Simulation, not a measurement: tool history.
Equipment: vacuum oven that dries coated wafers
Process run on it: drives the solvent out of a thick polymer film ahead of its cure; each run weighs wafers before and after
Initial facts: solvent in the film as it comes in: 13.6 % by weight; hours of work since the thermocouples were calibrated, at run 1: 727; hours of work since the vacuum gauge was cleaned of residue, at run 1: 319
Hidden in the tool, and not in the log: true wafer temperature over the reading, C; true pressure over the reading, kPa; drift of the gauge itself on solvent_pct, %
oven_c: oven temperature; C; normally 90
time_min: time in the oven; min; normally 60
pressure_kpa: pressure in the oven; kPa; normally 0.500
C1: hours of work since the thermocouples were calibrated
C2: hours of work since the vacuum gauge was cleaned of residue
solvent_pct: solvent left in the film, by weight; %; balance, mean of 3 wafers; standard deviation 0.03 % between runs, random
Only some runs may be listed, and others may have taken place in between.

run 1 day=0.000 | oven_c=90 time_min=60 pressure_kpa=0.500 | C1=727 C2=319 | solvent_pct=2.74
run 2 day=0.604 | oven_c=90 time_min=60 pressure_kpa=0.500 | C1=735 C2=326 | solvent_pct=2.75
run 3 day=0.946 | oven_c=90 time_min=60 pressure_kpa=0.500 | C1=739 C2=331 | solvent_pct=2.79
run 4 day=1.242 | oven_c=90 time_min=60 pressure_kpa=0.500 | C1=742 C2=334 | solvent_pct=2.76
run 5 day=1.533 | oven_c=90 time_min=60 pressure_kpa=0.500 | C1=746 C2=338 | solvent_pct=2.76
run 6 day=1.817 | oven_c=90 time_min=60 pressure_kpa=0.500 | C1=750 C2=341 | solvent_pct=2.76
run 7 day=2.233 | oven_c=90 time_min=60 pressure_kpa=0.500 | C1=755 C2=346 | solvent_pct=2.78
run 8 day=2.883 | oven_c=102 time_min=45 pressure_kpa=0.500 | C1=763 C2=354 | solvent_pct=1.98
run 9 day=3.533 | oven_c=102 time_min=45 pressure_kpa=0.500 | C1=771 C2=363 | solvent_pct=2.02
run 10 day=4.158 | oven_c=80 time_min=100 pressure_kpa=0.934 | C1=778 C2=370 | solvent_pct=2.95
run 11 day=4.754 | oven_c=80 time_min=70 pressure_kpa=0.488 | C1=786 C2=378 | solvent_pct=3.98
run 12 day=5.296 | oven_c=90 time_min=43 pressure_kpa=0.500 | C1=792 C2=384 | solvent_pct=4.07
run 13 day=5.808 | oven_c=90 time_min=43 pressure_kpa=0.500 | C1=799 C2=391 | solvent_pct=4.05
run 14 day=6.096 | oven_c=97 time_min=89 pressure_kpa=0.500 | C1=802 C2=394 | solvent_pct=0.81

Below are 5 alternative next runs, each starting from the tool's condition after run 14. Predict each:
run A day=6.504 | oven_c=84 time_min=83 pressure_kpa=1.721 | C1=807 C2=399 | solvent_pct=?
run B day=6.504 | oven_c=89 time_min=89 pressure_kpa=0.691 | C1=807 C2=399 | solvent_pct=?
run C day=6.504 | oven_c=91 time_min=61 pressure_kpa=0.322 | C1=807 C2=399 | solvent_pct=?
run D day=6.504 | oven_c=97 time_min=50 pressure_kpa=0.953 | C1=807 C2=399 | solvent_pct=?
run E day=6.504 | oven_c=82 time_min=100 pressure_kpa=0.452 | C1=807 C2=399 | solvent_pct=?

run=A solvent_pct=3.33
run=B solvent_pct=1.78
run=C solvent_pct=2.48
run=D solvent_pct=2.50
run=E solvent_pct=2.31
The same runs, with their run-to-run variation unchanged, on a tool lacking any hidden condition would have given:
run=A solvent_pct=3.07
run=B solvent_pct=1.59
run=C solvent_pct=2.26
run=D solvent_pct=2.29
run=E solvent_pct=2.08
